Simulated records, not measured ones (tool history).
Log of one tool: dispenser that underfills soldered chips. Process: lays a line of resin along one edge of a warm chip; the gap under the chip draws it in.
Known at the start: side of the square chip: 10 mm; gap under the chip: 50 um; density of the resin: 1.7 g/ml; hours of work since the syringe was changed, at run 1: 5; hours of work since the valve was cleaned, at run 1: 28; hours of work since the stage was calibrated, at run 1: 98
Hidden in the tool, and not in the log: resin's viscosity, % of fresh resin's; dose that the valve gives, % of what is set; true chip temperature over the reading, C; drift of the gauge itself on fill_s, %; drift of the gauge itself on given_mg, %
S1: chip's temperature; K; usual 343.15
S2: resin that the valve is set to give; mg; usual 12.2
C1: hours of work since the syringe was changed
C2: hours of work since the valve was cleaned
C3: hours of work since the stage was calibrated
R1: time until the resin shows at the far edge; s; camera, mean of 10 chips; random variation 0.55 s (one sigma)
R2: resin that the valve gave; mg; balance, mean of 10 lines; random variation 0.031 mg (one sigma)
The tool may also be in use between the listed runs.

run	hour	S1	S2	C1	C2	C3	R1	R2
1	0.0	343.15	12.2	5	28	98	58.4	12.04
# hour 6.8: new syringe of resin
2	7.7	343.15	12.2	1	34	104	47.0	12.05
3	18.0	352.15	12.2	9	42	112	41.6	12.00
# hour 20.7: new syringe of resin
4	23.8	352.15	12.2	2	46	116	31.9	12.02
5	30.3	352.15	12.2	8	51	121	37.5	11.94
# hour 34.1: new syringe of resin
6	39.4	352.15	12.2	4	58	128	33.4	11.93
7	44.1	352.15	12.2	8	62	132	39.3	11.93
# hour 47.8: new syringe of resin
8	52.8	352.15	12.2	4	69	139	33.1	11.84
9	60.1	343.15	14.5	10	74	144	63.4	14.07
# hour 61.8: new syringe of resin
10	65.1	343.15	14.9	3	78	148	48.1	14.48
11	74.2	343.15	14.9	10	85	155	64.0	14.41
# hour 75.2: new syringe of resin
12	83.4	343.15	14.9	6	92	162	56.2	14.37
# hour 88.6: new syringe of resin
13	89.5	338.15	12.1	1	97	167	62.8	11.67
14	94.4	328.15	12.2	5	101	171	122.6	11.71
# hour 102.0: new syringe of resin
15	102.3	328.15	12.2	0	106	176	101.5	11.65

4 ways to go on from here, each from the tool as it stands after run 15. What would each give?
A	108.5	346.15	13.8	5	111	181	?	?
B	108.5	343.15	11.8	5	111	181	?	?
C	108.5	358.15	15.8	5	111	181	?	?
D	108.5	335.15	11.3	5	111	181	?	?

run	R1	R2
A	46.7	13.17
B	56.1	11.26
C	25.3	15.11
D	85.2	10.84
Without the tool's hidden state the same runs would have given:
run	R1	R2
A	39.7	13.76
B	47.5	11.77
C	21.5	15.79
D	71.9	11.33
